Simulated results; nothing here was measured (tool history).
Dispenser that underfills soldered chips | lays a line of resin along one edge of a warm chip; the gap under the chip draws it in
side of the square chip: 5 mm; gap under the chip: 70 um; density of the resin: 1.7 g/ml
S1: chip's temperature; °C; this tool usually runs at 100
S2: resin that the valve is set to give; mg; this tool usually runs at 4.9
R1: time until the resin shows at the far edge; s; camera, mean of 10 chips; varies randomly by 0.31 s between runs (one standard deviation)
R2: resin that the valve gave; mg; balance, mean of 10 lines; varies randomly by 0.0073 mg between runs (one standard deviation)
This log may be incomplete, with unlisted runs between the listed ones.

| run | hour | S1 | S2 | R1 | R2 |
|---|---|---|---|---|---|
| 1 | 0 | 100 | 4.9 | 16.3 | 4.875 |
|  | 0.9 | new syringe of resin |
| 2 | 4.7 | 100 | 4.9 | 12.2 | 4.868 |
| 3 | 10.3 | 100 | 4.53 | 16.7 | 4.489 |
|  | 11.4 | new syringe of resin |
| 4 | 15.6 | 114 | 4.9 | 8.5 | 4.869 |
| 5 | 20.2 | 114 | 4.9 | 11 | 4.862 |
|  | 21.6 | new syringe of resin |
| 6 | 27.3 | 100 | 4.96 | 13 | 4.902 |
| 7 | 30.7 | 100 | 5.69 | 15.9 | 5.621 |
|  | 31.9 | new syringe of resin |
| 8 | 36.4 | 100 | 5.69 | 12.1 | 5.621 |
|  | 42 | new syringe of resin |
| 9 | 42 | 100 | 5.38 | 8.9 | 5.306 |
| 10 | 48.9 | 108 | 5.38 | 11.3 | 5.289 |
|  | 50.8 | dispensing valve cleaned and set on the balance |
|  | 53.3 | new syringe of resin |
| 11 | 54.1 | 108 | 5.38 | 8.7 | 5.376 |
| 12 | 61.8 | 100 | 4.9 | 15.8 | 4.876 |
|  | 63.9 | new syringe of resin |
| 13 | 69.6 | 100 | 4.9 | 12.4 | 4.857 |
|  | 74.3 | new syringe of resin |
| 14 | 77.7 | 100 | 5.26 | 11.2 | 5.203 |
|  | 84.4 | new syringe of resin |
| 15 | 84.4 | 100 | 5.26 | 9.2 | 5.211 |
| 16 | 88.7 | 91 | 5.15 | 15.3 | 5.095 |
|  | 94.8 | new syringe of resin |
| 17 | 96.2 | 91 | 5.15 | 12.5 | 5.078 |
| 18 | 103.8 | 85 | 5.41 | 25.2 | 5.313 |
|  | 105.1 | new syringe of resin |
| 19 | 111.5 | 100 | 4.67 | 13.9 | 4.591 |
|  | 113.8 | dispensing valve cleaned and set on the balance |
|  | 116.4 | new syringe of resin |
| 20 | 116.4 | 102 | 4.67 | 8.9 | 4.687 |
| 21 | 121.6 | 102 | 4.67 | 12.2 | 4.677 |
| 22 | 126.1 | 96 | 4.9 | 19.4 | 4.891 |
|  | 126.7 | new syringe of resin |
| 23 | 131.7 | 96 | 4.9 | 15.2 | 4.893 |
| 24 | 136 | 94 | 5.21 | 19.6 | 5.206 |
|  | 136.8 | new syringe of resin |
| 25 | 143.8 | 107 | 5.23 | 11.6 | 5.2 |
|  | 147.2 | new syringe of resin |
| 26 | 149.7 | 100 | 4.26 | 11.2 | 4.226 |

4 ways to go on from here, each from the tool as it stands after run 26. What would each give?
| A | 154.8 | 108 | 5.73 | ? | ? |
| B | 154.8 | 100 | 6.38 | ? | ? |
| C | 154.8 | 93 | 5.49 | ? | ? |
| D | 154.8 | 110 | 5 | ? | ? |

| run | R1 | R2 |
|---|---|---|
| A | 11.7 | 5.67 |
| B | 14.4 | 6.314 |
| C | 18.1 | 5.447 |
| D | 11.2 | 4.947 |
The same runs, with their run-to-run variation unchanged, on a tool lacking any hidden condition would have given:
| run | R1 | R2 |
|---|---|---|
| A | 7.4 | 5.723 |
| B | 8.8 | 6.373 |
| C | 11.3 | 5.498 |
| D | 7 | 4.993 |

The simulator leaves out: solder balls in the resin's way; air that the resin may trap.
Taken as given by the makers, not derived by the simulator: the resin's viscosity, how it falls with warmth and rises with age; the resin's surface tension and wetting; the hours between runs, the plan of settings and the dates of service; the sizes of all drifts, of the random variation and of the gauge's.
